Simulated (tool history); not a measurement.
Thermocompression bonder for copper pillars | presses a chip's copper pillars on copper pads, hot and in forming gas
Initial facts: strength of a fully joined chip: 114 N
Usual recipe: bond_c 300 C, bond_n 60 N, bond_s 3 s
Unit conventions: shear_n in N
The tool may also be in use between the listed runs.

Run 1, hour 0.0: usual settings. Result: shear_n 46.7 N.
Run 2, hour 45.0: usual settings. Result: shear_n 45.9 N.
Run 3, hour 85.2: usual settings. Result: shear_n 45.9 N.
Run 4, hour 124.7: usual settings. Result: shear_n 45.2 N.
At hour 199.7: forming gas filter changed.
Run 5, hour 201.5: usual settings. Result: shear_n 48.2 N.
Run 6, hour 285.7: usual settings. Result: shear_n 47.3 N.
At hour 328.9: heater calibrated with a thermocouple chip.
Run 7, hour 335.4: usual settings but bond_s 8 s. Result: shear_n 60.0 N.
Run 8, hour 402.6: usual settings but bond_s 8 s. Result: shear_n 60.4 N.
Run 9, hour 453.3: usual settings but bond_n 44 N, bond_s 8 s. Result: shear_n 44.0 N.
At hour 473.3: forming gas filter changed.
Run 10, hour 530.4: usual settings but bond_n 44 N, bond_s 8 s. Result: shear_n 45.0 N.
Run 11, hour 592.7: usual settings. Result: shear_n 43.3 N.
Run 12, hour 664.5: usual settings. Result: shear_n 43.8 N.
At hour 739.0: forming gas filter changed.
Run 13, hour 739.0: usual settings. Result: shear_n 44.7 N.
Run 14, hour 789.2: usual settings. Result: shear_n 45.6 N.
Run 15, hour 866.4: usual settings but bond_c 290 C. Result: shear_n 40.0 N.
Run 16, hour 948.3: usual settings but bond_c 290 C. Result: shear_n 39.6 N.
At hour 1007.2: forming gas filter changed.
Run 17, hour 1031.5: usual settings but bond_c 290 C. Result: shear_n 40.5 N.
Run 18, hour 1091.4: usual settings but bond_c 290 C, bond_s 2 s. Result: shear_n 34.4 N.
At hour 1101.0: force cell calibrated.
Run 19, hour 1149.7: usual settings but bond_c 290 C, bond_s 2 s. Result: shear_n 33.6 N.
At hour 1189.9: heater calibrated with a thermocouple chip.
Run 20, hour 1230.1: usual settings but bond_c 317 C, bond_n 37 N. Result: shear_n 28.3 N.
At hour 1275.5: forming gas filter changed.
Run 21, hour 1311.0: usual settings but bond_c 328 C, bond_n 48 N, bond_s 4 s. Result: shear_n 51.1 N.
Run 22, hour 1351.1: usual settings but bond_c 328 C, bond_n 48 N, bond_s 4 s. Result: shear_n 50.4 N.
Run 23, hour 1421.4: usual settings but bond_c 277 C, bond_n 42 N, bond_s 4 s. Result: shear_n 22.3 N.
Run 24, hour 1461.1: usual settings but bond_c 315 C, bond_s 2 s. Result: shear_n 43.1 N.
Run 25, hour 1517.3: usual settings but bond_c 315 C, bond_s 2 s. Result: shear_n 42.1 N.
At hour 1525.2: force cell calibrated, once more.
At hour 1542.7: forming gas filter changed.
Run 26, hour 1566.4: usual settings but bond_c 286 C, bond_n 41 N, bond_s 8 s. Result: shear_n 39.1 N.
Run 27, hour 1607.1: usual settings but bond_c 286 C, bond_n 41 N, bond_s 8 s. Result: shear_n 39.0 N.
Run 28, hour 1679.3: usual settings but bond_c 305 C, bond_n 62 N. Result: shear_n 51.8 N.
Run 29, hour 1727.6: usual settings but bond_n 68 N, bond_s 5 s. Result: shear_n 63.7 N.
Run 30, hour 1764.5: usual settings but bond_c 328 C, bond_n 68 N, bond_s 4 s. Result: shear_n 75.2 N.
At hour 1810.5: forming gas filter changed.
Run 31, hour 1842.3: usual settings but bond_c 321 C. Result: shear_n 62.2 N.
Run 32, hour 1879.2: usual settings but bond_c 286 C, bond_s 4 s. Result: shear_n 46.5 N.
Run 33, hour 1921.8: usual settings but bond_c 286 C, bond_s 4 s. Result: shear_n 46.3 N.
Run 34, hour 1989.0: usual settings but bond_c 309 C, bond_n 45 N. Result: shear_n 39.3 N.
At hour 2046.4: heater calibrated with a thermocouple chip.
At hour 2076.5: forming gas filter changed.
Run 35, hour 2077.6: usual settings but bond_n 55 N. Result: shear_n 41.9 N.
Run 36, hour 2119.1: usual settings but bond_c 303 C, bond_n 75 N. Result: shear_n 59.2 N.
Run 37, hour 2197.2: usual settings but bond_c 303 C, bond_n 75 N. Result: shear_n 60.1 N.
Run 38, hour 2235.9: usual settings but bond_c 316 C, bond_n 41 N, bond_s 2 s. Result: shear_n 29.9 N.

3 ways to go on from here, each from the tool as it stands after run 38. What would each give?
Run A, hour 2276.7: usual settings but bond_c 284 C, bond_n 41 N, bond_s 5 s. Result: shear_n ?.
Run B, hour 2276.7: usual settings but bond_c 271 C, bond_n 58 N. Result: shear_n ?.
Run C, hour 2276.7: usual settings but bond_n 45 N, bond_s 5 s. Result: shear_n ?.

run  shear_n
  A     28.3
  B     30.0
  C     40.5
What these runs would have given with no unlogged condition in the tool:
run  shear_n
  A     29.1
  B     30.8
  C     41.7
